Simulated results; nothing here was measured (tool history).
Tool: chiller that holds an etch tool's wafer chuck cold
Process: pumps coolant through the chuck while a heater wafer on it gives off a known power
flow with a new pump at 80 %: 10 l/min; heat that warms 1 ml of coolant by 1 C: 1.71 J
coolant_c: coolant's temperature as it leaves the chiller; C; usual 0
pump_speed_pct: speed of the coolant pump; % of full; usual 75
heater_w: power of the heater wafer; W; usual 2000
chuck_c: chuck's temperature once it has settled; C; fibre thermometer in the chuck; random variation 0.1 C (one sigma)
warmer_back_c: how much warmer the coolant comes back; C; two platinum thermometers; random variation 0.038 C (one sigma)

run	hour	coolant_c	pump_speed_pct	heater_w	chuck_c	warmer_back_c
1	0.0	0	75	2000	16.0	8.17
2	140.2	0	75	2000	15.9	8.17
3	266.4	0	75	2000	16.0	8.16
4	386.5	0	75	2000	16.1	8.23
5	503.7	0	75	2000	16.2	8.19
6	649.5	0	75	2000	16.1	8.15
7	742.6	0	75	2000	16.3	8.22
8	887.9	0	75	1775	14.5	7.31
9	1046.5	0	64	2000	19.2	9.90
10	1246.1	0	64	2000	19.2	9.94
11	1430.8	0	64	2000	19.4	9.88
12	1558.9	0	64	2000	19.3	9.86
13	1763.2	0	64	2000	19.3	10.00
14	1935.9	0	75	2328	19.2	9.82
# hour 2013.4: chiller's thermometer calibrated
15	2067.1	0	75	2328	19.3	9.73
16	2196.2	0	75	2000	16.6	8.40
17	2343.7	0	65	2615	25.2	12.98
18	2521.7	0	65	2615	25.2	12.94
19	2639.3	0	72	2631	23.1	11.58
20	2777.4	0	72	2631	23.2	11.59
21	2912.3	-2	91	2631	16.3	9.00
22	3019.4	-2	91	2631	16.4	9.04
23	3102.7	-4	75	1112	5.5	4.69
24	3256.4	-4	75	1112	5.5	4.74
25	3408.9	9	75	1661	23.2	7.10
26	3602.6	8	94	1661	19.3	5.48
27	3775.6	8	91	2625	26.8	9.07
28	3908.2	0	100	1126	7.6	3.49
29	4062.6	-8	85	1006	-0.2	3.73
# hour 4147.7: coolant pump overhauled
30	4269.4	-8	74	1829	6.5	7.02
31	4358.1	-8	74	1829	6.5	7.06
32	4514.3	-8	74	1829	6.5	7.02

3 ways to go on from here, each from the tool as it stands after run 32. What would each give?
A	4710.7	-3	74	1829	?	?
B	4710.7	-9	75	1696	?	?
C	4710.7	0	82	1747	?	?

run	chuck_c	warmer_back_c
A	11.7	7.18
B	4.5	6.53
C	12.6	6.07
Without the tool's hidden state the same runs would have given:
run	chuck_c	warmer_back_c
A	10.5	7.07
B	3.3	6.43
C	11.5	5.98

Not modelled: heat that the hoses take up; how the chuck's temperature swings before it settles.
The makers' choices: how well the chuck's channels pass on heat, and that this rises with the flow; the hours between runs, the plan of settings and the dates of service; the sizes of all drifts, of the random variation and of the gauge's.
